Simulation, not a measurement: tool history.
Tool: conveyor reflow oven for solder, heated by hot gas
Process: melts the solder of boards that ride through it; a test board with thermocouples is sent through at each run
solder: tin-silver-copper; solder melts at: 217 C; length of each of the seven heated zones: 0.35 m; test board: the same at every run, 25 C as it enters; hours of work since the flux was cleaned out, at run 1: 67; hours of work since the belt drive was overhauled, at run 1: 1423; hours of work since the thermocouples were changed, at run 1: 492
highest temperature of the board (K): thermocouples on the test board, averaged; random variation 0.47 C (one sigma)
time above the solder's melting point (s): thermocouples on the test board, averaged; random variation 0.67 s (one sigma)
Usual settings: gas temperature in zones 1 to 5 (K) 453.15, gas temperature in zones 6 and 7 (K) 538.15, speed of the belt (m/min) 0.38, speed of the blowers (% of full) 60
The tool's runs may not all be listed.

| run | hour | gas temperature in zones 1 to 5 (K) | gas temperature in zones 6 and 7 (K) | speed of the belt (m/min) | speed of the blowers (% of full) | hours of work since the flux was cleaned out | hours of work since the belt drive was overhauled | hours of work since the thermocouples were changed | highest temperature of the board (K) | time above the solder's melting point (s) |
|---|---|---|---|---|---|---|---|---|---|---|
| 1 | 0 | 453.15 | 538.15 | 0.38 | 60 | 67 | 1423 | 492 | 516.65 | 75.4 |
|  | 29 | belt drive overhauled, speed set with a stopwatch |
| 2 | 55.4 | 453.15 | 538.15 | 0.38 | 60 | 100 | 17 | 524 | 516.75 | 71.9 |
| 3 | 93.6 | 453.15 | 538.15 | 0.38 | 60 | 124 | 41 | 549 | 515.95 | 70.7 |
| 4 | 134.9 | 453.15 | 529.15 | 0.38 | 60 | 151 | 68 | 575 | 507.95 | 58.3 |
| 5 | 181.7 | 453.15 | 529.15 | 0.38 | 60 | 181 | 97 | 605 | 508.65 | 57.2 |
| 6 | 209.6 | 442.15 | 543.15 | 0.38 | 89 | 198 | 115 | 623 | 523.55 | 78.3 |
| 7 | 263.8 | 442.15 | 543.15 | 0.38 | 89 | 233 | 150 | 657 | 523.55 | 76.5 |
|  | 274.4 | flux residue cleaned out of gas plates and filters |
| 8 | 311.1 | 448.15 | 543.15 | 0.352 | 89 | 23 | 177 | 684 | 525.75 | 90.9 |
| 9 | 377 | 441.15 | 538.15 | 0.38 | 62 | 65 | 219 | 727 | 511.35 | 55.6 |
| 10 | 426.8 | 459.15 | 538.15 | 0.431 | 62 | 97 | 251 | 758 | 510.65 | 55.5 |

5 ways to go on from here, each from the tool as it stands after run 10. What would each give?
| A | 486.4 | 461.15 | 538.15 | 0.413 | 60 | 135 | 289 | 796 | ? | ? |
| B | 486.4 | 455.15 | 538.15 | 0.34 | 62 | 135 | 289 | 796 | ? | ? |
| C | 486.4 | 453.15 | 538.15 | 0.457 | 60 | 135 | 289 | 796 | ? | ? |
| D | 486.4 | 459.15 | 538.15 | 0.431 | 76 | 135 | 289 | 796 | ? | ? |
| E | 486.4 | 466.15 | 538.15 | 0.431 | 62 | 135 | 289 | 796 | ? | ? |

| run | highest temperature of the board (K) | time above the solder's melting point (s) |
|---|---|---|
| A | 511.15 | 61.1 |
| B | 518.85 | 85.4 |
| C | 505.25 | 38.5 |
| D | 513.65 | 61.4 |
| E | 512.15 | 61.7 |
Without the tool's hidden state the same runs would have given:
| run | highest temperature of the board (K) | time above the solder's melting point (s) |
|---|---|---|
| A | 515.45 | 68.8 |
| B | 522.75 | 91.8 |
| C | 510.15 | 48.1 |
| D | 518.45 | 69 |
| E | 516.55 | 69.4 |
